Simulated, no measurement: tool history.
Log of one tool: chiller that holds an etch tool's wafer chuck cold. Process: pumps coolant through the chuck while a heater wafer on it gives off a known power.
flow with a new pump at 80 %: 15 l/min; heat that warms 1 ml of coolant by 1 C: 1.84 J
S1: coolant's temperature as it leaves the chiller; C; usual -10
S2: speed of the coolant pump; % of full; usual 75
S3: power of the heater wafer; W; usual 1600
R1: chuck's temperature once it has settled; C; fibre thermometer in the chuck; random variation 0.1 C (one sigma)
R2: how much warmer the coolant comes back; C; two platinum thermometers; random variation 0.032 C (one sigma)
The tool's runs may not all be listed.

run 1 hour=0.0 | S1=-10 S2=75 S3=1600 | R1=3.2 R2=3.85
run 2 hour=80.6 | S1=-2 S2=75 S3=1600 | R1=11.0 R2=3.92
run 3 hour=159.4 | S1=-10 S2=75 S3=1768 | R1=4.7 R2=4.26
run 4 hour=237.4 | S1=-10 S2=75 S3=1096 | R1=-0.9 R2=2.60
run 5 hour=408.0 | S1=-10 S2=75 S3=1096 | R1=-0.8 R2=2.72
run 6 hour=560.9 | S1=-10 S2=75 S3=1096 | R1=-0.8 R2=2.70
run 7 hour=658.6 | S1=-10 S2=75 S3=1096 | R1=-0.9 R2=2.64
run 8 hour=755.6 | S1=-10 S2=75 S3=1096 | R1=-0.7 R2=2.69
run 9 hour=845.1 | S1=-10 S2=75 S3=1096 | R1=-0.6 R2=2.66
run 10 hour=951.6 | S1=-10 S2=75 S3=1096 | R1=-0.6 R2=2.77
run 11 hour=1041.4 | S1=-10 S2=75 S3=1096 | R1=-0.7 R2=2.69
run 12 hour=1155.6 | S1=-7 S2=81 S3=810 | R1=-0.4 R2=1.86
run 13 hour=1238.7 | S1=-10 S2=84 S3=1420 | R1=1.0 R2=3.10
run 14 hour=1364.7 | S1=-2 S2=71 S3=1423 | R1=10.7 R2=3.75
run 15 hour=1503.3 | S1=-13 S2=71 S3=813 | R1=-5.5 R2=2.15
-- hour=1533.1 chiller's thermometer calibrated
-- hour=1570.7 coolant pump overhauled
run 16 hour=1597.9 | S1=-19 S2=96 S3=1294 | R1=-10.2 R2=2.37
run 17 hour=1704.8 | S1=-19 S2=96 S3=1294 | R1=-10.2 R2=2.35
run 18 hour=1823.1 | S1=-10 S2=75 S3=1071 | R1=-1.1 R2=2.49
run 19 hour=1965.0 | S1=-10 S2=75 S3=1071 | R1=-1.3 R2=2.54

Forecast run 20:
run 20 hour=2074.2 | S1=-10 S2=75 S3=1071 | R1=? R2=?

{"run 20": {"R1": -1.1, "R2": 2.5}}
Without the tool's hidden state the same run would have given R1 -1.7 C, R2 2.49 C.

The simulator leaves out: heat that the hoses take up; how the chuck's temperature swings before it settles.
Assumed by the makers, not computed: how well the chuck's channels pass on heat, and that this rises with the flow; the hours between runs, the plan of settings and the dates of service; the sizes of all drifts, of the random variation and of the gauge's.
